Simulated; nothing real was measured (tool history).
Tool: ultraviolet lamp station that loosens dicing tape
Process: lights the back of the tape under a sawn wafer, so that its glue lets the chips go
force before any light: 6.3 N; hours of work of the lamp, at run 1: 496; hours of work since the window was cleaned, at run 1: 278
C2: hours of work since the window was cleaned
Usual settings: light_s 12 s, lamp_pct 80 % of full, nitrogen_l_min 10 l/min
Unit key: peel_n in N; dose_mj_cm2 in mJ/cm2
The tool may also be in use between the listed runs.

{"run": 1, "hour": 0.0, "light_s": 12, "lamp_pct": 80, "nitrogen_l_min": 10, "hours of work of the lamp": 496, "C2": 278, "peel_n": 0.562, "dose_mj_cm2": 382}
{"run": 2, "hour": 54.5, "light_s": 12, "lamp_pct": 80, "nitrogen_l_min": 10, "hours of work of the lamp": 535, "C2": 318, "peel_n": 0.567, "dose_mj_cm2": 367}
{"run": 3, "hour": 91.0, "light_s": 12, "lamp_pct": 80, "nitrogen_l_min": 10, "hours of work of the lamp": 562, "C2": 344, "peel_n": 0.589, "dose_mj_cm2": 362}
{"run": 4, "hour": 148.1, "light_s": 20, "lamp_pct": 80, "nitrogen_l_min": 10, "hours of work of the lamp": 603, "C2": 386, "peel_n": 0.305, "dose_mj_cm2": 593}
{"run": 5, "hour": 206.1, "light_s": 12, "lamp_pct": 80, "nitrogen_l_min": 10, "hours of work of the lamp": 645, "C2": 428, "peel_n": 0.633, "dose_mj_cm2": 345}
{"hour": 260.1, "done": "window cleaned of glue's vapour"}
{"run": 6, "hour": 261.8, "light_s": 10, "lamp_pct": 80, "nitrogen_l_min": 10, "hours of work of the lamp": 685, "C2": 1, "peel_n": 0.991, "dose_mj_cm2": 269}
{"run": 7, "hour": 302.3, "light_s": 10, "lamp_pct": 80, "nitrogen_l_min": 10, "hours of work of the lamp": 715, "C2": 31, "peel_n": 1.024, "dose_mj_cm2": 268}
{"run": 8, "hour": 347.1, "light_s": 12, "lamp_pct": 80, "nitrogen_l_min": 10, "hours of work of the lamp": 747, "C2": 63, "peel_n": 0.748, "dose_mj_cm2": 310}
{"run": 9, "hour": 384.4, "light_s": 12, "lamp_pct": 80, "nitrogen_l_min": 10, "hours of work of the lamp": 774, "C2": 90, "peel_n": 0.784, "dose_mj_cm2": 308}
{"run": 10, "hour": 424.3, "light_s": 12, "lamp_pct": 80, "nitrogen_l_min": 10, "hours of work of the lamp": 803, "C2": 119, "peel_n": 0.791, "dose_mj_cm2": 304}
{"run": 11, "hour": 453.9, "light_s": 12, "lamp_pct": 67, "nitrogen_l_min": 10, "hours of work of the lamp": 825, "C2": 141, "peel_n": 1.113, "dose_mj_cm2": 253}
{"hour": 499.4, "done": "window cleaned of glue's vapour, once more"}
{"run": 12, "hour": 506.9, "light_s": 12, "lamp_pct": 67, "nitrogen_l_min": 10, "hours of work of the lamp": 863, "C2": 5, "peel_n": 0.788, "dose_mj_cm2": 303}
{"run": 13, "hour": 558.8, "light_s": 12, "lamp_pct": 80, "nitrogen_l_min": 10, "hours of work of the lamp": 900, "C2": 43, "peel_n": 0.586, "dose_mj_cm2": 365}
{"run": 14, "hour": 584.8, "light_s": 12, "lamp_pct": 80, "nitrogen_l_min": 10, "hours of work of the lamp": 919, "C2": 62, "peel_n": 0.598, "dose_mj_cm2": 358}
{"run": 15, "hour": 628.7, "light_s": 6, "lamp_pct": 80, "nitrogen_l_min": 10, "hours of work of the lamp": 951, "C2": 94, "peel_n": 1.788, "dose_mj_cm2": 178}
{"run": 16, "hour": 671.5, "light_s": 6, "lamp_pct": 80, "nitrogen_l_min": 10, "hours of work of the lamp": 982, "C2": 125, "peel_n": 1.797, "dose_mj_cm2": 174}
{"run": 17, "hour": 726.6, "light_s": 6, "lamp_pct": 80, "nitrogen_l_min": 10, "hours of work of the lamp": 1022, "C2": 165, "peel_n": 1.821, "dose_mj_cm2": 170}
{"run": 18, "hour": 779.9, "light_s": 12, "lamp_pct": 80, "nitrogen_l_min": 13, "hours of work of the lamp": 1061, "C2": 203, "peel_n": 0.59, "dose_mj_cm2": 326}
{"run": 19, "hour": 803.2, "light_s": 12, "lamp_pct": 80, "nitrogen_l_min": 13, "hours of work of the lamp": 1078, "C2": 220, "peel_n": 0.601, "dose_mj_cm2": 328}
{"run": 20, "hour": 833.4, "light_s": 21, "lamp_pct": 80, "nitrogen_l_min": 10, "hours of work of the lamp": 1100, "C2": 242, "peel_n": 0.307, "dose_mj_cm2": 558}
{"run": 21, "hour": 887.2, "light_s": 21, "lamp_pct": 80, "nitrogen_l_min": 10, "hours of work of the lamp": 1139, "C2": 281, "peel_n": 0.309, "dose_mj_cm2": 544}
{"run": 22, "hour": 935.3, "light_s": 21, "lamp_pct": 80, "nitrogen_l_min": 10, "hours of work of the lamp": 1174, "C2": 316, "peel_n": 0.33, "dose_mj_cm2": 531}
{"run": 23, "hour": 976.4, "light_s": 21, "lamp_pct": 80, "nitrogen_l_min": 10, "hours of work of the lamp": 1203, "C2": 346, "peel_n": 0.33, "dose_mj_cm2": 521}
{"run": 24, "hour": 1021.4, "light_s": 12, "lamp_pct": 61, "nitrogen_l_min": 11, "hours of work of the lamp": 1236, "C2": 379, "peel_n": 1.261, "dose_mj_cm2": 222}
{"run": 25, "hour": 1069.0, "light_s": 12, "lamp_pct": 61, "nitrogen_l_min": 11, "hours of work of the lamp": 1271, "C2": 413, "peel_n": 1.25, "dose_mj_cm2": 218}
{"run": 26, "hour": 1117.0, "light_s": 21, "lamp_pct": 80, "nitrogen_l_min": 3, "hours of work of the lamp": 1305, "C2": 448, "peel_n": 0.832, "dose_mj_cm2": 491}
{"hour": 1144.7, "done": "window cleaned of glue's vapour"}
{"run": 27, "hour": 1156.3, "light_s": 12, "lamp_pct": 75, "nitrogen_l_min": 10, "hours of work of the lamp": 1333, "C2": 8, "peel_n": 0.828, "dose_mj_cm2": 289}
{"run": 28, "hour": 1187.8, "light_s": 14, "lamp_pct": 91, "nitrogen_l_min": 8, "hours of work of the lamp": 1356, "C2": 31, "peel_n": 0.553, "dose_mj_cm2": 411}
{"run": 29, "hour": 1227.2, "light_s": 10, "lamp_pct": 91, "nitrogen_l_min": 10, "hours of work of the lamp": 1385, "C2": 60, "peel_n": 0.862, "dose_mj_cm2": 290}
{"run": 30, "hour": 1269.0, "light_s": 17, "lamp_pct": 77, "nitrogen_l_min": 10, "hours of work of the lamp": 1415, "C2": 90, "peel_n": 0.495, "dose_mj_cm2": 404}
{"run": 31, "hour": 1326.6, "light_s": 18, "lamp_pct": 80, "nitrogen_l_min": 8, "hours of work of the lamp": 1457, "C2": 132, "peel_n": 0.501, "dose_mj_cm2": 439}
{"run": 32, "hour": 1353.0, "light_s": 18, "lamp_pct": 80, "nitrogen_l_min": 8, "hours of work of the lamp": 1476, "C2": 151, "peel_n": 0.52, "dose_mj_cm2": 424}
{"run": 33, "hour": 1383.1, "light_s": 9, "lamp_pct": 79, "nitrogen_l_min": 16, "hours of work of the lamp": 1498, "C2": 173, "peel_n": 1.082, "dose_mj_cm2": 206}
{"run": 34, "hour": 1421.3, "light_s": 8, "lamp_pct": 65, "nitrogen_l_min": 16, "hours of work of the lamp": 1526, "C2": 201, "peel_n": 1.749, "dose_mj_cm2": 150}
{"run": 35, "hour": 1478.0, "light_s": 8, "lamp_pct": 92, "nitrogen_l_min": 16, "hours of work of the lamp": 1567, "C2": 242, "peel_n": 1.138, "dose_mj_cm2": 209}
{"run": 36, "hour": 1529.6, "light_s": 8, "lamp_pct": 92, "nitrogen_l_min": 16, "hours of work of the lamp": 1604, "C2": 279, "peel_n": 1.142, "dose_mj_cm2": 206}
{"run": 37, "hour": 1576.5, "light_s": 8, "lamp_pct": 92, "nitrogen_l_min": 16, "hours of work of the lamp": 1638, "C2": 313, "peel_n": 1.19, "dose_mj_cm2": 200}
{"run": 38, "hour": 1627.8, "light_s": 6, "lamp_pct": 92, "nitrogen_l_min": 18, "hours of work of the lamp": 1676, "C2": 350, "peel_n": 1.712, "dose_mj_cm2": 142}
{"run": 39, "hour": 1679.1, "light_s": 6, "lamp_pct": 92, "nitrogen_l_min": 18, "hours of work of the lamp": 1713, "C2": 388, "peel_n": 1.775, "dose_mj_cm2": 142}
{"run": 40, "hour": 1713.9, "light_s": 9, "lamp_pct": 65, "nitrogen_l_min": 4, "hours of work of the lamp": 1738, "C2": 413, "peel_n": 3.054, "dose_mj_cm2": 145}
{"hour": 1757.5, "done": "lamp changed"}
{"run": 41, "hour": 1770.0, "light_s": 9, "lamp_pct": 93, "nitrogen_l_min": 12, "hours of work of the lamp": 9, "C2": 453, "peel_n": 0.55, "dose_mj_cm2": 359}
{"hour": 1789.8, "done": "window cleaned of glue's vapour"}
{"run": 42, "hour": 1815.9, "light_s": 12, "lamp_pct": 65, "nitrogen_l_min": 4, "hours of work of the lamp": 42, "C2": 19, "peel_n": 1.072, "dose_mj_cm2": 380}
{"run": 43, "hour": 1865.4, "light_s": 12, "lamp_pct": 65, "nitrogen_l_min": 4, "hours of work of the lamp": 78, "C2": 55, "peel_n": 1.11, "dose_mj_cm2": 363}
{"run": 44, "hour": 1913.8, "light_s": 14, "lamp_pct": 76, "nitrogen_l_min": 8, "hours of work of the lamp": 113, "C2": 90, "peel_n": 0.415, "dose_mj_cm2": 492}

Per-run results on a tool with no hidden state, each run keeping its own random variation:
Hidden state present: lamp's light, % of a new lamp's; light that the window lets through, % of a clean one's; drift of the gauge itself on peel_n, %; drift of the gauge itself on dose_mj_cm2, %.
run=1 peel_n=0.398 dose_mj_cm2=475
run=2 peel_n=0.382 dose_mj_cm2=469
run=3 peel_n=0.387 dose_mj_cm2=469
run=4 peel_n=0.258 dose_mj_cm2=787
run=5 peel_n=0.384 dose_mj_cm2=469
run=6 peel_n=0.532 dose_mj_cm2=391
run=7 peel_n=0.535 dose_mj_cm2=394
run=8 peel_n=0.380 dose_mj_cm2=469
run=9 peel_n=0.387 dose_mj_cm2=472
run=10 peel_n=0.380 dose_mj_cm2=475
run=11 peel_n=0.516 dose_mj_cm2=399
run=12 peel_n=0.521 dose_mj_cm2=387
run=13 peel_n=0.382 dose_mj_cm2=475
run=14 peel_n=0.383 dose_mj_cm2=472
run=15 peel_n=1.211 dose_mj_cm2=238
run=16 peel_n=1.187 dose_mj_cm2=237
run=17 peel_n=1.172 dose_mj_cm2=237
run=18 peel_n=0.337 dose_mj_cm2=468
run=19 peel_n=0.335 dose_mj_cm2=475
run=20 peel_n=0.241 dose_mj_cm2=823
run=21 peel_n=0.237 dose_mj_cm2=821
run=22 peel_n=0.246 dose_mj_cm2=820
run=23 peel_n=0.240 dose_mj_cm2=820
run=24 peel_n=0.583 dose_mj_cm2=358
run=25 peel_n=0.557 dose_mj_cm2=359
run=26 peel_n=0.356 dose_mj_cm2=828
run=27 peel_n=0.423 dose_mj_cm2=436
run=28 peel_n=0.300 dose_mj_cm2=626
run=29 peel_n=0.414 dose_mj_cm2=450
run=30 peel_n=0.280 dose_mj_cm2=639
run=31 peel_n=0.267 dose_mj_cm2=712
run=32 peel_n=0.273 dose_mj_cm2=699
run=33 peel_n=0.463 dose_mj_cm2=346
run=34 peel_n=0.808 dose_mj_cm2=255
run=35 peel_n=0.450 dose_mj_cm2=364
run=36 peel_n=0.436 dose_mj_cm2=368
run=37 peel_n=0.440 dose_mj_cm2=365
run=38 peel_n=0.667 dose_mj_cm2=268
run=39 peel_n=0.674 dose_mj_cm2=271
run=40 peel_n=1.573 dose_mj_cm2=286
run=41 peel_n=0.436 dose_mj_cm2=413
run=42 peel_n=1.041 dose_mj_cm2=387
run=43 peel_n=1.047 dose_mj_cm2=377
run=44 peel_n=0.383 dose_mj_cm2=520

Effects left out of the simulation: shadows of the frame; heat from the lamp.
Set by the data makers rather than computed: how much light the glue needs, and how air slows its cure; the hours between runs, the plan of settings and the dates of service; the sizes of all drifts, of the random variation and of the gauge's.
